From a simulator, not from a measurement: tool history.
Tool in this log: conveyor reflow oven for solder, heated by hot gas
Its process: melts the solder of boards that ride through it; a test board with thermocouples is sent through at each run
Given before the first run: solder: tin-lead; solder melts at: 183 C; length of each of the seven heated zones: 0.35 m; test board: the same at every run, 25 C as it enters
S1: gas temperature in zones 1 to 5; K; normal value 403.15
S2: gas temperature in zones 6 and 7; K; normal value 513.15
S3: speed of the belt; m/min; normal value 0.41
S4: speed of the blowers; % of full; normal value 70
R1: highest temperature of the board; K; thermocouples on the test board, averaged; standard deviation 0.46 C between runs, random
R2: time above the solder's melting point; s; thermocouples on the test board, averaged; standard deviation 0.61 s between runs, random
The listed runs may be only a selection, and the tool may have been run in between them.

Run 1, hour 0: usual settings. Result: R1 491.85 K, R2 77.2 s.
Run 2, hour 79.2: usual settings. Result: R1 492.55 K, R2 74.7 s.
Run 3, hour 131.2: usual settings. Result: R1 492.05 K, R2 76 s.
Run 4, hour 186.6: usual settings. Result: R1 491.75 K, R2 74.9 s.
Run 5, hour 244.4: usual settings. Result: R1 491.05 K, R2 74.5 s.
Run 6, hour 283.6: usual settings but S4 79 % of full. Result: R1 493.55 K, R2 78.7 s.
Run 7, hour 373.9: usual settings but S4 79 % of full. Result: R1 492.85 K, R2 78.5 s.
Run 8, hour 427.4: usual settings but S4 79 % of full. Result: R1 492.85 K, R2 77.8 s.
Run 9, hour 504.1: usual settings but S1 418.15 K. Result: R1 492.85 K, R2 84.1 s.
At hour 543.2: thermocouples of zones 6 and 7 changed.
Run 10, hour 556.3: usual settings but S1 418.15 K. Result: R1 494.45 K, R2 86 s.
At hour 637.7: flux residue cleaned out of gas plates and filters.
Run 11, hour 645.3: usual settings but S1 418.15 K. Result: R1 491.95 K, R2 82.5 s.
Run 12, hour 706.1: usual settings but S1 418.15 K, S3 0.461 m/min. Result: R1 488.45 K, R2 69.7 s.
Run 13, hour 801.1: usual settings but S1 418.15 K, S3 0.461 m/min. Result: R1 487.15 K, R2 67.5 s.
Run 14, hour 869.1: usual settings but S1 414.15 K. Result: R1 490.95 K, R2 79.3 s.
Run 15, hour 921.3: usual settings but S1 414.15 K. Result: R1 490.85 K, R2 79.7 s.
Run 16, hour 960.4: usual settings but S1 411.15 K, S2 518.15 K. Result: R1 493.75 K, R2 81.7 s.
At hour 1015.6: flux residue cleaned out of gas plates and filters, once more.
Run 17, hour 1030.6: usual settings but S1 393.15 K, S2 519.15 K, S3 0.46 m/min, S4 55 % of full. Result: R1 484.95 K, R2 55.6 s.
Run 18, hour 1073.3: usual settings but S1 393.15 K, S2 519.15 K, S3 0.46 m/min, S4 55 % of full. Result: R1 484.95 K, R2 55.8 s.
Run 19, hour 1161.2: usual settings but S1 402.15 K, S2 518.15 K, S3 0.46 m/min, S4 55 % of full. Result: R1 486.85 K, R2 59.4 s.
Run 20, hour 1247.2: usual settings but S1 402.15 K, S2 518.15 K, S3 0.46 m/min, S4 55 % of full. Result: R1 485.75 K, R2 60.6 s.
Run 21, hour 1332.3: usual settings but S1 402.15 K, S2 518.15 K, S3 0.46 m/min, S4 55 % of full. Result: R1 485.45 K, R2 59.7 s.
Run 22, hour 1379.8: usual settings but S1 393.15 K, S2 518.15 K, S3 0.453 m/min, S4 55 % of full. Result: R1 483.55 K, R2 55 s.
Run 23, hour 1419.8: usual settings but S1 393.15 K, S2 518.15 K, S3 0.453 m/min, S4 55 % of full. Result: R1 483.05 K, R2 54.8 s.
Run 24, hour 1477.9: usual settings but S1 404.15 K, S2 509.15 K, S3 0.338 m/min, S4 71 % of full. Result: R1 494.75 K, R2 100.3 s.
At hour 1507.9: belt drive overhauled, speed set with a stopwatch.
Run 25, hour 1548.5: usual settings but S1 416.15 K, S2 516.15 K, S4 58 % of full. Result: R1 491.45 K, R2 78.4 s.
Run 26, hour 1596.3: usual settings but S1 398.15 K, S3 0.48 m/min. Result: R1 481.05 K, R2 48.3 s.
At hour 1655.7: flux residue cleaned out of gas plates and filters.
Run 27, hour 1695.1: usual settings but S1 400.15 K, S2 507.15 K, S3 0.454 m/min, S4 73 % of full. Result: R1 483.25 K, R2 55.2 s.
Run 28, hour 1769.9: usual settings but S1 400.15 K, S2 507.15 K, S3 0.454 m/min, S4 73 % of full. Result: R1 483.15 K, R2 54.3 s.
Run 29, hour 1811.7: usual settings but S1 400.15 K, S2 507.15 K, S3 0.454 m/min, S4 73 % of full. Result: R1 482.35 K, R2 56.1 s.
Run 30, hour 1856.6: usual settings but S1 416.15 K, S4 64 % of full. Result: R1 493.15 K, R2 81.4 s.

Below, some changes in R1 between adjacent runs. For each, the amount present without the hidden state too (settings, incoming material, random variation) and the amount remaining for the hidden state with gauge scatter not shared by both compared results:
The tool's hidden condition here consists of: heat that the gas passes to the board, % of a clean oven's; belt's true speed, % of the reading; true gas temperature in zones 6 and 7 over the reading, C; drift of the gauge itself on peak_c, C; drift of the gauge itself on liquid_s, %.
Run 10 -> 11: flux residue cleaned out of gas plates and filters. R1 -2.5 K: hidden state -1.8, all else -0.7.
Run 16 -> 17: S1 411.15 -> 393.15, S2 518.15 -> 519.15, S3 0.41 -> 0.46, S4 70 -> 55, flux residue cleaned out of gas plates and filters, once more. R1 -8.8 K: hidden state +6.2, all else -15.
Run 23 -> 24: S1 393.15 -> 404.15, S2 518.15 -> 509.15, S3 0.453 -> 0.338, S4 55 -> 71. R1 +11.7 K: hidden state -0.6, all else +12.3.
Run 25 -> 26: S1 416.15 -> 398.15, S2 516.15 -> 513.15, S3 0.41 -> 0.48, S4 58 -> 70. R1 -10.4 K: hidden state -1.1, all else -9.3.
Run 26 -> 27: S1 398.15 -> 400.15, S2 513.15 -> 507.15, S3 0.48 -> 0.454, S4 70 -> 73, flux residue cleaned out of gas plates and filters. R1 +2.2 K: hidden state +2.8, all else -0.6.
Run 29 -> 30: S1 400.15 -> 416.15, S2 507.15 -> 513.15, S3 0.454 -> 0.41, S4 73 -> 64. R1 +10.8 K: hidden state +0, all else +10.8.
